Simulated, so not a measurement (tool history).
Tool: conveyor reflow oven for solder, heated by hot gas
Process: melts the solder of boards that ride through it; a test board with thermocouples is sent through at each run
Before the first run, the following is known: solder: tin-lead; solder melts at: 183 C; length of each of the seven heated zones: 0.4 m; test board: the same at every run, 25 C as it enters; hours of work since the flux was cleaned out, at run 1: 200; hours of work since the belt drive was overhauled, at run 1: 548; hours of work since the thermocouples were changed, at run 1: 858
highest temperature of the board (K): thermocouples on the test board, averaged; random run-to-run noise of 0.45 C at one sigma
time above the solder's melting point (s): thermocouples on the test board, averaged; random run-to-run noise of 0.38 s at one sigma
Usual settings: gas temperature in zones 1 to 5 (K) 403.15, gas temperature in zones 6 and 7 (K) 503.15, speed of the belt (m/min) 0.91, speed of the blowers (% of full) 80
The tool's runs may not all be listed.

run   hour  gas temperature in zones 1 to 5 (K)  gas temperature in zones 6 and 7 (K)  speed of the belt (m/min)  speed of the blowers (% of full)  hours of work since the flux was cleaned out  hours of work since the belt drive was overhauled  hours of work since the thermocouples were changed  highest temperature of the board (K)  time above the solder's melting point (s)
  1      0                               403.15                                503.15                       0.91                                80                                           200                                                548                                                 858                                482.85                                       32.3
  2   33.8                               403.15                                503.15                       0.91                                80                                           217                                                565                                                 875                                483.45                                       33.1
  3   53.3                               403.15                                503.15                       0.91                                80                                           227                                                574                                                 884                                482.95                                       32.6
  4     79                               403.15                                503.15                       0.91                                77                                           240                                                587                                                 897                                481.25                                       31.6
     119.7  -- flux residue cleaned out of gas plates and filters
  5  125.1                               403.15                                503.15                       0.91                                77                                             3                                                607                                                 917                                478.45                                       28.7
  6  159.3                               403.15                                503.15                       0.91                                77                                            20                                                624                                                 934                                477.75                                       28.4
  7  180.4                               403.15                                503.15                       0.91                                77                                            30                                                635                                                 945                                477.35                                       27.7
  8  225.1                               410.15                                503.15                       0.91                                80                                            52                                                657                                                 967                                479.75                                       31.9
  9  263.2                               403.15                                503.15                      1.049                                80                                            71                                                676                                                 986                                472.25                                       19.1
 10  282.4                               403.15                                503.15                      1.049                                80                                            81                                                685                                                 995                                472.55                                       20.1
 11  302.2                               403.15                                503.15                      0.753                                80                                            90                                                695                                                1005                                485.25                                       42.4
 12  343.1                               403.15                                503.15                      0.753                                80                                           111                                                715                                                1025                                484.55                                       41.9
 13  385.2                               403.15                                503.15                       0.91                                80                                           132                                                736                                                1046                                478.05                                       28.3
     402.6  -- flux residue cleaned out of gas plates and filters, once more
 14  416.7                               403.15                                503.15                       0.91                                80                                             7                                                749                                                1059                                484.45                                       35.1
 15  447.8                               403.15                                503.15                      0.758                                80                                            22                                                765                                                1075                                490.75                                       46.7

Run 16 comes next. What will it give?
 16  480.1                               403.15                                495.15                       0.84                                71                                            38                                                781                                                1091                                     ?                                          ?

Logged for run 16: highest temperature of the board (K) 477.35, time above the solder's melting point (s) 32.2.
With no hidden state in the tool, this same run would have given highest temperature of the board (K) 478.75, time above the solder's melting point (s) 33.1.
